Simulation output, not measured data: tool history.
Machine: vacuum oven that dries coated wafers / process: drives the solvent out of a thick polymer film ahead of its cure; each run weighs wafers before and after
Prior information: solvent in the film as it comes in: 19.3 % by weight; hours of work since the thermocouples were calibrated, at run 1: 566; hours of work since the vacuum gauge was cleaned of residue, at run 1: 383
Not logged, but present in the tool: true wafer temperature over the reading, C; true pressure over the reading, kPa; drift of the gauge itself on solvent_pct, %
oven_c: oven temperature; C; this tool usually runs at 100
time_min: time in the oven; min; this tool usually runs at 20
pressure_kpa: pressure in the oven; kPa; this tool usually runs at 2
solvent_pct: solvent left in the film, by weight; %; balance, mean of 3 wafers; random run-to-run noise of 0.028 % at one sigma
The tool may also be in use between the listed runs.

run,hour,oven_c,time_min,pressure_kpa,hours of work since the thermocouples were calibrated,hours of work since the vacuum gauge was cleaned of residue,solvent_pct
1,0,100,20,2,566,383,2.67
2,7.9,87,20,2,572,389,6.99
3,22.5,87,20,2,583,401,6.89
4,35.8,115,20,2,593,411,0.73
5,45.3,100,21,2,601,418,2.49
6,55.9,100,20,2,609,427,2.61
7,71.1,100,20,2,621,438,2.64
8,85,100,20,2,632,449,2.64
9,93.5,100,20,2,638,456,2.64
10,105.2,100,20,2,647,465,2.7
11,114.7,100,20,2,655,472,2.64
12,129.9,100,20,2,667,484,2.6
13,140.9,100,20,2,675,493,2.56
14,155.3,100,24,2,686,504,2.08
15,162.4,100,24,2,692,509,2.03
16,174.8,100,20,2,701,519,2.61
17,184.7,100,20,2,709,527,2.63
18,200.3,100,20,2,721,539,2.65
19,215.2,100,20,2,733,550,2.56
20,221.7,92,20,2,738,556,4.96
21,232,100,20,2,746,564,2.56
22,244.9,100,20,2,756,574,2.55
23,253.2,100,20,2,762,580,2.59
24,269,100,20,2,775,592,2.58
25,276.4,108,22,2.03,781,598,1.13

The next listed run, before its measurement:
26,284.9,108,22,2.03,787,605,?

{"run 26": {"solvent_pct": 1.12}}
On a tool with no hidden condition, and with the same random variation, this run would have come out at solvent_pct 1.25 %.
